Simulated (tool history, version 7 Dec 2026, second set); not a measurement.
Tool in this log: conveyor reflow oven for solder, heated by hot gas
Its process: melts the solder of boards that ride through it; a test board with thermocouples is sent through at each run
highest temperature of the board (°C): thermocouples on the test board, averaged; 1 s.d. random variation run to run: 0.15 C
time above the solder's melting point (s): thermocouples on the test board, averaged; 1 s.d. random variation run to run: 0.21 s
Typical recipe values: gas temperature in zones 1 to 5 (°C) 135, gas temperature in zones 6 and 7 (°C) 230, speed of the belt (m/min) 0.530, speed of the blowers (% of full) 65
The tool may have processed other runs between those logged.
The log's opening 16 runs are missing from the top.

run,hour,gas temperature in zones 1 to 5 (°C),gas temperature in zones 6 and 7 (°C),speed of the belt (m/min),speed of the blowers (% of full),highest temperature of the board (°C),time above the solder's melting point (s)
17,476.9,135,239,0.485,65,218.7,75.5
18,501.4,133,225,0.533,54,199.7,42.6
19,520.9,134,222,0.421,71,209.1,78.0
20,559.3,132,240,0.484,79,222.2,78.5
21,591.0,135,225,0.530,55,200.5,45.0
22,616.7,135,218,0.548,54,193.4,29.8
# hour 657.2: belt drive overhauled, speed set with a stopwatch
23,661.9,135,218,0.548,54,192.2,25.8
24,688.3,135,218,0.548,54,192.1,25.1
25,726.4,122,221,0.440,86,206.3,63.0
26,748.3,135,230,0.524,55,202.8,47.1
# hour 787.0: flux residue cleaned out of gas plates and filters
27,788.0,135,230,0.524,55,204.7,50.7
28,810.9,129,224,0.623,68,196.4,28.9
29,836.8,142,236,0.462,71,219.8,82.5
30,864.5,142,245,0.462,71,227.2,88.7

3 options for the next run, each taken on its own from the tool as it stands now. Forecast them:
A,886.3,135,225,0.505,62,?,?
B,886.3,135,230,0.460,73,?,?
C,886.3,130,239,0.506,71,?,?

run,highest temperature of the board (°C),time above the solder's melting point (s)
A,203.9,52.4
B,213.9,73.4
C,216.8,66.8
With the hidden condition removed and each run's random variation left untouched, the same runs would have given:
run,highest temperature of the board (°C),time above the solder's melting point (s)
A,206.0,55.5
B,216.1,75.8
C,219.1,69.1
